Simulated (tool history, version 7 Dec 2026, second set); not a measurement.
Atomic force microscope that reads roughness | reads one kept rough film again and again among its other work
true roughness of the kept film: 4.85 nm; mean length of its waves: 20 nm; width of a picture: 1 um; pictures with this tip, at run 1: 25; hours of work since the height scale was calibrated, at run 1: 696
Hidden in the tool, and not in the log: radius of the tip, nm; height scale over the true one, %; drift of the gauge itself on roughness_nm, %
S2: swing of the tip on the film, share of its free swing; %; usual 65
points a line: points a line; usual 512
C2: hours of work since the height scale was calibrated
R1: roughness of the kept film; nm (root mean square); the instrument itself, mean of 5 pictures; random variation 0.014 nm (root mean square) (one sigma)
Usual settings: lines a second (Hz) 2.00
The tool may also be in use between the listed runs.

Run 1, hour 0.0: usual settings; pictures with this tip 25; C2 696. Result: R1 3.167 nm (root mean square).
Run 2, hour 40.2: usual settings; pictures with this tip 99; C2 728. Result: R1 2.854 nm (root mean square).
Run 3, hour 106.5: usual settings; pictures with this tip 222; C2 781. Result: R1 2.436 nm (root mean square).
At hour 122.8: new tip fitted.
Run 4, hour 164.6: usual settings but points a line 661; pictures with this tip 77; C2 827. Result: R1 2.897 nm (root mean square).
Run 5, hour 217.6: usual settings but points a line 661; pictures with this tip 175; C2 869. Result: R1 2.541 nm (root mean square).
At hour 222.0: height scale calibrated on a step standard.
At hour 260.5: new tip fitted.
Run 6, hour 277.2: usual settings but points a line 268; pictures with this tip 30; C2 44. Result: R1 3.062 nm (root mean square).
Run 7, hour 326.0: usual settings but lines a second (Hz) 0.79; pictures with this tip 121; C2 83. Result: R1 2.893 nm (root mean square).
At hour 343.7: height scale calibrated on a step standard, once more.
At hour 395.9: new tip fitted.
Run 8, hour 395.9: usual settings but lines a second (Hz) 0.79; pictures with this tip 0; C2 41. Result: R1 3.451 nm (root mean square).
Run 9, hour 439.0: usual settings but lines a second (Hz) 0.79; pictures with this tip 79; C2 76. Result: R1 3.039 nm (root mean square).
Run 10, hour 509.5: usual settings but lines a second (Hz) 0.79; pictures with this tip 210; C2 132. Result: R1 2.560 nm (root mean square).
At hour 533.1: new tip fitted.
Run 11, hour 559.3: usual settings but lines a second (Hz) 0.79; pictures with this tip 49; C2 171. Result: R1 3.238 nm (root mean square).
Run 12, hour 601.7: usual settings but lines a second (Hz) 0.79; pictures with this tip 127; C2 205. Result: R1 2.906 nm (root mean square).
At hour 669.4: new tip fitted.
Run 13, hour 672.3: usual settings but lines a second (Hz) 0.79; pictures with this tip 6; C2 261. Result: R1 3.441 nm (root mean square).
Run 14, hour 721.1: usual settings but lines a second (Hz) 0.79; pictures with this tip 96; C2 300. Result: R1 2.989 nm (root mean square).
Run 15, hour 753.5: usual settings but lines a second (Hz) 0.79; pictures with this tip 156; C2 326. Result: R1 2.763 nm (root mean square).
At hour 801.8: new tip fitted.
Run 16, hour 807.5: usual settings but lines a second (Hz) 2.71, S2 64 %, points a line 595; pictures with this tip 10; C2 369. Result: R1 3.167 nm (root mean square).
Run 17, hour 846.5: usual settings but lines a second (Hz) 2.93, S2 77 %, points a line 595; pictures with this tip 82; C2 400. Result: R1 2.553 nm (root mean square).
Run 18, hour 877.7: usual settings but lines a second (Hz) 0.93, S2 78 %, points a line 335; pictures with this tip 140; C2 425. Result: R1 2.685 nm (root mean square).
Run 19, hour 928.0: usual settings but lines a second (Hz) 0.70; pictures with this tip 233; C2 465. Result: R1 2.529 nm (root mean square).

Hidden state or all else? Some run-to-run changes of R1, split into what the settings, what came in and random variation would give without the hidden state, and what is left for the hidden state (with any gauge scatter that isn't in both results):
Run 10 -> 11: new tip fitted. R1 +0.678 nm (root mean square): hidden state +0.703, all else -0.025.
